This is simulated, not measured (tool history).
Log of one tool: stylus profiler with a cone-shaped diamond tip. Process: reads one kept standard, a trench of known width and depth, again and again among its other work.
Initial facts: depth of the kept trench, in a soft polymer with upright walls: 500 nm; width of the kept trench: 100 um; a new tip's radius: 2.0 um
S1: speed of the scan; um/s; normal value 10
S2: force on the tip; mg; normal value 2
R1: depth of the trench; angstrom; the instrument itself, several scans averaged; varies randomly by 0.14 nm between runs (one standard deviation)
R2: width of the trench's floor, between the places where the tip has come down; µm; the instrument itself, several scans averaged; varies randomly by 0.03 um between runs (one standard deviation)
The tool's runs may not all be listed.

run	day	S1	S2	R1	R2
1	0	10	2	5055.1	97.33
2	1.067	10	2	5055.3	97.29
3	1.817	10	2	5055.7	97.33
4	2.825	10	2.24	5058.9	97.31
5	3.792	10	2.24	5057.8	97.28
6	4.892	14	2	5054.1	97.3
7	5.633	14	2	5054.6	97.3
8	6.321	6	2	5053.3	97.31
9	7.242	6	2	5055	97.32
10	8.308	10	1.15	5036.2	97.27
11	9.025	10	2	5054.2	97.32
12	9.788	10	1.15	5036	97.31
13	11.083	10	1.15	5037.2	97.26
14	11.788	10	1.15	5037.1	97.35
15	12.804	10	1.15	5037.9	97.35
16	13.967	10	1.15	5038.6	97.26
17	15.267	10	1.15	5037	97.27
18	15.929	10	1.67	5049.7	97.33
19	17.192	10	1.67	5047	97.28
20	18.162	3	2	5054.4	97.34
21	19.367	3	0.84	5030.6	97.31
22	20.308	3	0.84	5029.8	97.31
23	21.579	10	1.34	5041	97.26
24	22.542	20	1.81	5052.8	97.32
25	23.317	20	1.81	5050.5	97.3
26	23.979	40	3.77	5082.4	97.2
27	25.062	4	1.41	5044.2	97.37
28	25.596	4	1.41	5041	97.31
29	26.358	4	1.41	5041.7	97.35
30	26.917	6	3.18	5078	97.33
31	27.858	6	3.18	5074	97.3
32	29.038	6	3.18	5072.3	97.35
33	29.946	13	1.04	5034.9	97.29
34	30.825	21	2.95	5069.9	97.28
35	31.646	6	0.87	5032.1	97.33
36	32.521	6	0.87	5029.9	97.3
37	33.542	35	5.43	5106.6	97.3
38	34.346	3	0.75	5027.7	97.35
39	35.362	3	0.75	5029	97.29
40	35.929	26	1.71	5048.1	97.23

What if the next run were any one of these 3? Each begins from the tool's condition after run 40:
A	36.783	3	0.76	?	?
B	36.783	19	3.2	?	?
C	36.783	2	2	?	?

run	R1	R2
A	5029.8	97.31
B	5072.1	97.27
C	5051.8	97.33
The same runs, with their run-to-run variation unchanged, on a tool lacking any hidden condition would have given:
run	R1	R2
A	5030.1	97.32
B	5072.3	97.29
C	5052.1	97.35
